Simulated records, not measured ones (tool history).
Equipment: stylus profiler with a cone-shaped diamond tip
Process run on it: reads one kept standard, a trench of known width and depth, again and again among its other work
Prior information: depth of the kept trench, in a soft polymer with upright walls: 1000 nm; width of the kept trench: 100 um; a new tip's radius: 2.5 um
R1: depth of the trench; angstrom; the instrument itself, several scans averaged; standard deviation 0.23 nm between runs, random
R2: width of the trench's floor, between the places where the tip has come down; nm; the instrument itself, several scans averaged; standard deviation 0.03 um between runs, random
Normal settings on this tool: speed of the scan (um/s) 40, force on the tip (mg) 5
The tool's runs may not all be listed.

run 1 hour=0 | speed_of_the_scan_(um/s)=40 force_on_the_tip_(mg)=5 | R1=10226.4 R2=95830
run 2 hour=13.6 | speed_of_the_scan_(um/s)=40 force_on_the_tip_(mg)=5 | R1=10230.3 R2=95800
run 3 hour=31.9 | speed_of_the_scan_(um/s)=40 force_on_the_tip_(mg)=5 | R1=10232.4 R2=95770
run 4 hour=54.8 | speed_of_the_scan_(um/s)=40 force_on_the_tip_(mg)=5 | R1=10230.2 R2=95800
run 5 hour=64.8 | speed_of_the_scan_(um/s)=40 force_on_the_tip_(mg)=5 | R1=10228.5 R2=95860
run 6 hour=87.1 | speed_of_the_scan_(um/s)=40 force_on_the_tip_(mg)=5.03 | R1=10230 R2=95840
run 7 hour=102.3 | speed_of_the_scan_(um/s)=40 force_on_the_tip_(mg)=5.03 | R1=10229.1 R2=95820
run 8 hour=124.5 | speed_of_the_scan_(um/s)=133 force_on_the_tip_(mg)=6.42 | R1=10266.9 R2=95510
run 9 hour=137.3 | speed_of_the_scan_(um/s)=13 force_on_the_tip_(mg)=5.22 | R1=10235.8 R2=95970
run 10 hour=153.7 | speed_of_the_scan_(um/s)=21 force_on_the_tip_(mg)=2.1 | R1=10130 R2=95850
run 11 hour=170.2 | speed_of_the_scan_(um/s)=26 force_on_the_tip_(mg)=14.5 | R1=10465.7 R2=95950
run 12 hour=181.8 | speed_of_the_scan_(um/s)=26 force_on_the_tip_(mg)=14.5 | R1=10469.6 R2=95970
run 13 hour=194.5 | speed_of_the_scan_(um/s)=26 force_on_the_tip_(mg)=5.75 | R1=10254 R2=95930
run 14 hour=209.6 | speed_of_the_scan_(um/s)=68 force_on_the_tip_(mg)=3.44 | R1=10179.7 R2=95620

Each row is a separate what-if for the run after 14, all from the same tool condition, not one after another. Results?
run A hour=231.7 | speed_of_the_scan_(um/s)=68 force_on_the_tip_(mg)=7.97 | R1=? R2=?
run B hour=231.7 | speed_of_the_scan_(um/s)=125 force_on_the_tip_(mg)=3.9 | R1=? R2=?
run C hour=231.7 | speed_of_the_scan_(um/s)=12 force_on_the_tip_(mg)=5 | R1=? R2=?
run D hour=231.7 | speed_of_the_scan_(um/s)=28 force_on_the_tip_(mg)=2.16 | R1=? R2=?

run=A R1=10312.7 R2=95770
run=B R1=10191.5 R2=95330
run=C R1=10228.4 R2=95960
run=D R1=10130.3 R2=95820
The same runs, with their run-to-run variation unchanged, on a tool lacking any hidden condition would have given:
run=A R1=10312.7 R2=95770
run=B R1=10191.5 R2=95330
run=C R1=10228.5 R2=95960
run=D R1=10130.4 R2=95820
